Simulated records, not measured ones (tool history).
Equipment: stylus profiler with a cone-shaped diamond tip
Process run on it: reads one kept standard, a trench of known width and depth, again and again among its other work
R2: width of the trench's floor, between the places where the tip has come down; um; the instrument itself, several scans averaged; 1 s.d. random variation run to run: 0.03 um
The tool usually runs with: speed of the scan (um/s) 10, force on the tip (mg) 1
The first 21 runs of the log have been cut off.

run 22 hour=2047.5 | speed_of_the_scan_(um/s)=3 force_on_the_tip_(mg)=0.6 | depth_of_the_trench_(Å)=1004.2 R2=98.69
run 23 hour=2135.1 | speed_of_the_scan_(um/s)=5 force_on_the_tip_(mg)=1 | depth_of_the_trench_(Å)=1006 R2=98.7
run 24 hour=2248.2 | speed_of_the_scan_(um/s)=22 force_on_the_tip_(mg)=2.66 | depth_of_the_trench_(Å)=1013.1 R2=98.62
run 25 hour=2385.7 | speed_of_the_scan_(um/s)=30 force_on_the_tip_(mg)=1.35 | depth_of_the_trench_(Å)=1008.2 R2=98.52
run 26 hour=2490 | speed_of_the_scan_(um/s)=30 force_on_the_tip_(mg)=1.35 | depth_of_the_trench_(Å)=1007.9 R2=98.49
run 27 hour=2566.5 | speed_of_the_scan_(um/s)=10 force_on_the_tip_(mg)=0.53 | depth_of_the_trench_(Å)=1003.4 R2=98.65
run 28 hour=2689.9 | speed_of_the_scan_(um/s)=10 force_on_the_tip_(mg)=0.53 | depth_of_the_trench_(Å)=1003.6 R2=98.63
run 29 hour=2805.9 | speed_of_the_scan_(um/s)=10 force_on_the_tip_(mg)=0.53 | depth_of_the_trench_(Å)=1005.4 R2=98.61
run 30 hour=2934.9 | speed_of_the_scan_(um/s)=7 force_on_the_tip_(mg)=1.1 | depth_of_the_trench_(Å)=1006.2 R2=98.68
run 31 hour=3039.2 | speed_of_the_scan_(um/s)=7 force_on_the_tip_(mg)=1.1 | depth_of_the_trench_(Å)=1007 R2=98.71
run 32 hour=3097.2 | speed_of_the_scan_(um/s)=26 force_on_the_tip_(mg)=2.13 | depth_of_the_trench_(Å)=1011.1 R2=98.66
run 33 hour=3191.3 | speed_of_the_scan_(um/s)=20 force_on_the_tip_(mg)=0.49 | depth_of_the_trench_(Å)=1005.5 R2=98.52
run 34 hour=3289 | speed_of_the_scan_(um/s)=9 force_on_the_tip_(mg)=0.93 | depth_of_the_trench_(Å)=1007.1 R2=98.66
run 35 hour=3408 | speed_of_the_scan_(um/s)=9 force_on_the_tip_(mg)=0.93 | depth_of_the_trench_(Å)=1005.3 R2=98.7
run 36 hour=3467.4 | speed_of_the_scan_(um/s)=11 force_on_the_tip_(mg)=1.03 | depth_of_the_trench_(Å)=1006.9 R2=98.63

What does the tool deliver on the next run?
run 37 hour=3538.9 | speed_of_the_scan_(um/s)=37 force_on_the_tip_(mg)=2.06 | depth_of_the_trench_(Å)=? R2=?

Run 37 yielded depth of the trench (Å) 1012.6, R2 98.49 um.
If the tool had no hidden condition, the same run with the same run-to-run variation would have returned depth of the trench (Å) 1012.8, R2 98.51 um.
